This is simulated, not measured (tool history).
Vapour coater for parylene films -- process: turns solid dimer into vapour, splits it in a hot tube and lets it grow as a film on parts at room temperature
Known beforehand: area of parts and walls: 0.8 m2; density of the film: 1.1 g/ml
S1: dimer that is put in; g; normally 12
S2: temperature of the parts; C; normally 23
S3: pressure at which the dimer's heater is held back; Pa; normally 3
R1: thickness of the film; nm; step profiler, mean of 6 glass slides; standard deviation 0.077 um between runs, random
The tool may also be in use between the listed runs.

run 1 hour=0 | S1=12 S2=23 S3=3 | R1=9260
run 2 hour=12.4 | S1=12 S2=23 S3=3 | R1=9250
run 3 hour=23.8 | S1=16 S2=23 S3=3 | R1=12270
run 4 hour=37.3 | S1=16 S2=23 S3=3 | R1=12390
run 5 hour=49.6 | S1=16 S2=23 S3=3 | R1=12180
run 6 hour=64.8 | S1=16 S2=23 S3=3 | R1=12330
run 7 hour=79.9 | S1=16 S2=23 S3=3 | R1=12420
run 8 hour=94.3 | S1=16 S2=23 S3=3 | R1=12310
run 9 hour=102 | S1=16 S2=23 S3=8.1 | R1=10790
run 10 hour=115.2 | S1=16 S2=23 S3=8.1 | R1=10770
run 11 hour=127.9 | S1=6 S2=23 S3=3 | R1=4560
run 12 hour=143.1 | S1=6 S2=23 S3=3 | R1=4580
run 13 hour=154.8 | S1=9 S2=23 S3=3 | R1=6870
run 14 hour=161.8 | S1=20 S2=23 S3=3 | R1=15360
run 15 hour=175.3 | S1=20 S2=23 S3=3 | R1=15200
run 16 hour=188.2 | S1=20 S2=23 S3=3 | R1=15260
run 17 hour=201.2 | S1=20 S2=23 S3=3 | R1=15450
run 18 hour=216.5 | S1=20 S2=23 S3=3 | R1=15350
run 19 hour=228.3 | S1=5 S2=23 S3=6.58 | R1=3440
run 20 hour=241.1 | S1=5 S2=23 S3=6.58 | R1=3470
-- hour=246.8 trap's valve overhauled
run 21 hour=254.4 | S1=5 S2=23 S3=6.58 | R1=3450
run 22 hour=268.2 | S1=12 S2=25 S3=2.45 | R1=8800
run 23 hour=280.6 | S1=12 S2=25 S3=2.45 | R1=8900
run 24 hour=286.8 | S1=12 S2=25 S3=2.45 | R1=8780
run 25 hour=297 | S1=12 S2=25 S3=2.45 | R1=8920
run 26 hour=306.1 | S1=12 S2=25 S3=2.45 | R1=8850
run 27 hour=315 | S1=12 S2=25 S3=2.45 | R1=8830
run 28 hour=321.4 | S1=7 S2=31 S3=6.2 | R1=3790

Estimate the outcome of run 29 from the log above:
run 29 hour=335.7 | S1=7 S2=31 S3=6.2 | R1=?

R1: 3870 nm
With the hidden condition absent and the run-to-run variation left alone, this run would have shown R1 3870 nm.
